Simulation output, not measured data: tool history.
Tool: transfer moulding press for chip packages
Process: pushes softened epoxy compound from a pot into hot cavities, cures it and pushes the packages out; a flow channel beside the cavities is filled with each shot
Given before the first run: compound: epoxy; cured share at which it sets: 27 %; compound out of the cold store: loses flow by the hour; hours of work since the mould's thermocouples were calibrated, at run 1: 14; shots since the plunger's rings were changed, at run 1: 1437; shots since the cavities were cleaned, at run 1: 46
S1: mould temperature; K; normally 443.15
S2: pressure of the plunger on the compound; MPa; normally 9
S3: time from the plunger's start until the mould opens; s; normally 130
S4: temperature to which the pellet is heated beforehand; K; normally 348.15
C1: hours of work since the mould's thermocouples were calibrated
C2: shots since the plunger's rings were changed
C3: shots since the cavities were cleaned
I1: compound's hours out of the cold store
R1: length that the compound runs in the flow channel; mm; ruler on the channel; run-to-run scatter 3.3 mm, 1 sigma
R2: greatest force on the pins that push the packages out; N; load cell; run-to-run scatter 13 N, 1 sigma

run	day	S1	S2	S3	S4	C1	C2	C3	I1	R1	R2
1	0	443.15	9	130	348.15	14	1437	46	26.2	494	706
2	0.458	443.15	9	130	348.15	19	1509	118	36.1	473	775
3	1.196	443.15	9	130	348.15	27	1624	233	13.8	516	880
4	1.504	443.15	9	130	351.15	31	1672	281	45.7	451	865
5	2.012	443.15	9	130	351.15	36	1752	361	45	455	909
6	2.358	443.15	9	130	351.15	40	1805	414	17.7	506	1059
7	2.729	443.15	9	130	351.15	44	1863	472	26.7	492	1063
8	3.079	443.15	9	130	351.15	48	1918	527	24	488	1033
9	3.588	443.15	9	130	348.15	54	1997	606	16.7	510	1131
10	4.029	443.15	9	130	348.15	59	2066	675	8.5	530	1158
11	4.617	443.15	9	130	348.15	65	2158	767	34	471	1114
# day 4.8: cavities cleaned with cleaning compound and waxed
12	5.362	443.15	9	130	348.15	73	2265	88	42.3	452	691
13	5.842	435.15	9	130	348.15	78	2340	163	43.4	468	1345

Run 14 has not been measured yet. What should we expect?
14	6.242	435.15	9	130	348.15	82	2402	225	33.3	?	?

For run 14 the tool returned R1 481 mm, R2 1456 N.
With no hidden state in the tool, this same run would have given R1 503 mm, R2 1003 N.
